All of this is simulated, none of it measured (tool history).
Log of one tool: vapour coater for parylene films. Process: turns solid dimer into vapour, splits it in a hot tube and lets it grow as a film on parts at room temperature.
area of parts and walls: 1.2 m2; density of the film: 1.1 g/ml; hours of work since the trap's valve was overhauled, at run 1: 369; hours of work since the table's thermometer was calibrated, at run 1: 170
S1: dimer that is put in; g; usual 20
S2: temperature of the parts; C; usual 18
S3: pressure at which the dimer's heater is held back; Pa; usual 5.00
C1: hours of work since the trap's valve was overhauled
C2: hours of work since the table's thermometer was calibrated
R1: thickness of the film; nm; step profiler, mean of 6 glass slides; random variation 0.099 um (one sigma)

run    hour  S1  S2     S3   C1    C2     R1
  1     0.0  20  18   5.00  369   170  11130
  2    39.0  20  18   5.00  403   204  11010
  3    88.8  20  18   5.00  447   248  10940
  4   131.7  20  18   5.00  485   286  10700
  5   173.5  20  18   5.00  522   323  10630
  6   227.9  20  18   5.00  570   371  10560
      291.6  -- trap's valve overhauled
  7   303.6  20  18   5.00   11   434   9790
  8   377.2  20  18   2.22   76   499  11520
  9   411.2  20  18   2.22  106   529  11430
 10   461.4  20  18   2.39  150   573  11000
 11   493.0  20  18   2.39  178   601  10880
 12   554.3  20  18   2.39  232   655  10770
 13   628.0  20  18   2.39  297   720  10540
      642.4  -- trap's valve overhauled, once more
 14   697.5  20  18   2.39   49   778  14200
 15   731.1  20  18   2.39   78   808  14420
 16   778.8  18  18   5.00  120   850  10680
 17   816.0  18  18   5.00  153   883  10550
 18   877.9  18  18   5.00  208   937  10540
 19   926.7  18  18   5.00  251   980  10430
 20   997.7  18  18   5.00  313  1043  10170
 21  1045.9  18  18   5.00  356  1086  10260
 22  1104.5  18  18   5.00  408  1137   9990
 23  1157.7  20  26   5.00  455  1184   7800
 24  1217.9  20  26   2.26  508  1237   9260
 25  1261.7  11  11   9.32  546  1276   7020
 26  1305.6  27  13   4.53  585  1315  17380
     1347.1  -- trap's valve overhauled
 27  1362.2  27  13   4.53   13  1361  20140
 28  1420.1  30  23  10.46   64  1412  12350
 29  1489.7  30  23  10.46  126  1473  12190
 30  1559.9  30  23  10.46  188  1535  12100
 31  1624.6  27  14   3.02  245  1593  18820
 32  1687.0  27  14   3.02  300  1648  18770
 33  1756.1   9  13   5.00  361  1709   6100
 34  1825.8  20  28   3.72  422  1770   7820
 35  1875.1  20  28   3.72  466  1813   7810
 36  1947.4  20  28   3.72  530  1877   7590
 37  2018.0  20  18   8.40  592  1940   9780
     2053.0  -- trap's valve overhauled
 38  2072.5  29  18   3.44   17  1984  20130
 39  2126.2  20  18   2.60   65  2031  14530
 40  2199.8  20  18   2.60  130  2096  14400
 41  2267.5  20  18   2.60  189  2156  14230
 42  2326.1  12  13   7.60  241  2208   8140
 43  2369.6  12  13   7.60  279  2246   8110
 44  2429.7  12  13   7.60  332  2299   8030
 45  2481.3  12  15   5.43  378  2345   7850
 46  2513.9  12  15   5.43  407  2374   7940
     2552.0  -- table's thermometer calibrated
 47  2575.8   9  27   5.00  460    21   3310

The same runs without the tool's hidden state, with the same run-to-run variation:
The hidden state here: vapour lost through the trap's worn valve, %; true temperature of the parts over the reading, C; drift of the gauge itself on film_um, %.
run     R1
  1  12040
  2  12010
  3  12060
  4  11880
  5  11890
  6  11950
  7  12130
  8  14520
  9  14530
 10  14170
 11  14100
 12  14180
 13  14140
 14  14160
 15  14470
 16  10810
 17  10750
 18  10880
 19  10870
 20  10760
 21  10970
 22  10800
 23   8510
 24  10220
 25   7810
 26  20220
 27  20230
 28  12100
 29  12090
 30  12160
 31  19940
 32  20160
 33   6650
 34   8270
 35   8340
 36   8230
 37  10770
 38  19210
 39  14000
 40  14070
 41  14090
 42   8150
 43   8170
 44   8190
 45   8080
 46   8220
 47   3680
